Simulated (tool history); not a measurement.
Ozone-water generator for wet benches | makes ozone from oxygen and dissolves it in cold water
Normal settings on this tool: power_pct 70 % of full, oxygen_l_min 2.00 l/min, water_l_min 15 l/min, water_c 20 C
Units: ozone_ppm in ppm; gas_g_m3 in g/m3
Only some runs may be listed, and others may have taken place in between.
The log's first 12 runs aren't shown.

run	hour	power_pct	oxygen_l_min	water_l_min	water_c	hours of work since the electrodes were changed	hours of work since the contactor was cleaned	hours of work since the thermometer was calibrated	ozone_ppm	gas_g_m3
13	1082.1	70	2.00	15	20	1338	904	1843	17.6	243.8
14	1143.4	70	2.00	15	20	1384	950	1889	17.9	241.4
15	1254.7	66	2.00	15	20	1468	1034	1973	17.2	232.7
16	1371.7	66	2.00	15	20	1556	1122	2061	16.9	231.8
17	1425.6	70	2.00	15	15	1596	1162	2101	18.5	242.9
18	1509.0	70	1.20	15	16	1659	1225	2164	16.3	321.5
19	1596.6	70	1.20	15	16	1725	1291	2230	16.2	320.3
20	1668.2	84	1.37	17	24	1779	1344	2284	16.5	340.6
21	1771.8	68	2.81	11	21	1857	1422	2361	22.4	195.5
22	1832.4	70	1.81	11	22	1902	1468	2407	22.2	252.1
23	1890.7	70	1.77	11	18	1946	1512	2451	23.3	259.0
24	1973.2	70	1.77	11	18	2008	1574	2513	23.2	257.4
# hour 1989.0: water thermometer calibrated
25	2071.4	60	1.87	12	20	2081	1647	62	18.7	219.9
26	2184.4	80	2.00	15	20	2166	1732	147	19.7	266.5
27	2288.4	80	2.00	15	20	2245	1810	225	19.9	270.0
28	2371.0	70	2.00	10	20	2307	1872	287	25.1	240.4
29	2427.6	70	2.27	15	18	2349	1915	330	18.5	224.0
30	2508.8	70	1.22	22	18	2410	1976	391	10.8	314.3
31	2634.3	70	2.00	18	16	2505	2070	485	15.3	240.2
# hour 2705.6: gauge calibrated
32	2736.6	70	2.00	18	16	2581	2147	562	15.1	246.3
33	2811.8	70	2.00	17	18	2638	2204	618	16.1	247.1

Consider 3 possible next runs. They are alternatives, not a sequence: every one starts from the tool as it was left by run 33. What does each give?
A	2924.2	96	2.00	15	20	2723	2288	703	?	?
B	2924.2	69	2.45	17	13	2723	2288	703	?	?
C	2924.2	70	2.00	15	22	2723	2288	703	?	?

run	ozone_ppm	gas_g_m3
A	22.7	314.5
B	17.0	216.1
C	17.2	247.5
Take away the tool's hidden state, keep each run's random variation, and the runs would have read:
run	ozone_ppm	gas_g_m3
A	22.7	315.5
B	17.0	216.8
C	17.2	248.3
